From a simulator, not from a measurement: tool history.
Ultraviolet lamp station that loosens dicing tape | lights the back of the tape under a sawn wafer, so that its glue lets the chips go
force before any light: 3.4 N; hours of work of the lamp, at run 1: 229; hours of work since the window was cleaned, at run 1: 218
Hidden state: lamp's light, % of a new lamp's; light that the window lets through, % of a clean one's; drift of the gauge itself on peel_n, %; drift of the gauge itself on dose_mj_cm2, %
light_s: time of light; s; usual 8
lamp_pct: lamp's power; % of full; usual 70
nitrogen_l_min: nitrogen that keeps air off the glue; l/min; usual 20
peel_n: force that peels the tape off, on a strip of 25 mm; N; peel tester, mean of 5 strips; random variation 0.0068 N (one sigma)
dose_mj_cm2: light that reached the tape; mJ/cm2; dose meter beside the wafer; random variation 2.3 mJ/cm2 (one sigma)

run     day  light_s  lamp_pct  nitrogen_l_min  hours of work of the lamp  hours of work since the window was cleaned  peel_n  dose_mj_cm2
  1   0.000        8        70              20                        229                                         218   0.270          217
  2   0.300        8        79              20                        235                                         223   0.231          245
  3   0.479        8        66              20                        238                                         227   0.296          203
  4   0.742        8        70              20                        243                                         232   0.263          217
  5   1.004        8        70              20                        248                                         237   0.281          215
  6   1.171        8        70              20                        251                                         240   0.269          213
  7   1.508        8        70              20                        258                                         246   0.285          213
  8   1.675        8        73              20                        261                                         250   0.254          225
  9   1.846       11        73              20                        264                                         253   0.173          305
 10   2.050        8        70              20                        268                                         257   0.280          214
 11   2.258        8        70              29                        272                                         261   0.235          212
 12   2.438        8        70              29                        275                                         264   0.245          215
 13   2.733        8        70              29                        281                                         270   0.238          211
 14   2.967        8        70              20                        285                                         274   0.275          213
      3.017  -- window cleaned of glue's vapour
 15   3.296        8        70              20                        291                                           5   0.286          213
 16   3.579        8        70              20                        297                                          11   0.294          205
      3.762  -- window cleaned of glue's vapour, once more
 17   3.858        5        70              20                        301                                           2   0.543          140
 18   4.046        8        70              20                        305                                           5   0.244          226
 19   4.200        8        70              20                        308                                           8   0.266          220
 20   4.521        8        70              20                        314                                          14   0.246          222
 21   4.712        8        70              38                        318                                          18   0.212          219
 22   4.996        8        70              38                        323                                          23   0.212          220
 23   5.146        9        91              22                        326                                          26   0.157          324
 24   5.496       13        68               6                        333                                          33   0.232          345
 25   5.658       13        95              25                        336                                          36   0.136          490
 26   6.008        9        95               7                        342                                          43   0.228          339
 27   6.321        9        95               7                        348                                          49   0.226          332
 28   6.562        9        95               7                        353                                          53   0.240          333
 29   6.804        9        95               7                        357                                          58   0.234          334
 30   7.083        8        75              25                        363                                          63   0.217          241
 31   7.312       11        78              28                        367                                          67   0.144          340
 32   7.562        8        71              19                        372                                          72   0.271          220
 33   7.867        4        83               8                        378                                          78   0.902          129
 34   8.138       13        74              17                        383                                          83   0.155          371
 35   8.338       15        93              21                        386                                          87   0.121          539
 36   8.579        6        93               7                        391                                          91   0.458          213
 37   8.754        6        93               7                        394                                          95   0.479          212
 38   8.917        8        91              22                        397                                          98   0.180          279
 39   9.192        8        91              22                        403                                         103   0.177          280
 40   9.562        8        70              13                        410                                         110   0.332          217
 41   9.888        8        70              13                        416                                         116   0.349          215
 42  10.100        5        68              11                        420                                         120   0.799          131
 43  10.325        8        76              20                        424                                         125   0.247          236

Hidden state or all else? Some run-to-run changes of peel_n, split into what the settings, what came in and random variation would give without the hidden state, and what is left for the hidden state (with any gauge scatter that isn't in both results):
Run 32 -> 33: light_s 8 -> 4, lamp_pct 71 -> 83, nitrogen_l_min 19 -> 8. peel_n +0.631 N: hidden state +0.064, all else +0.567.
Run 33 -> 34: light_s 4 -> 13, lamp_pct 83 -> 74, nitrogen_l_min 8 -> 17. peel_n -0.747 N: hidden state -0.092, all else -0.655.
Run 35 -> 36: light_s 15 -> 6, nitrogen_l_min 21 -> 7. peel_n +0.337 N: hidden state +0.068, all else +0.269.
Run 42 -> 43: light_s 5 -> 8, lamp_pct 68 -> 76, nitrogen_l_min 11 -> 20. peel_n -0.552 N: hidden state -0.073, all else -0.479.
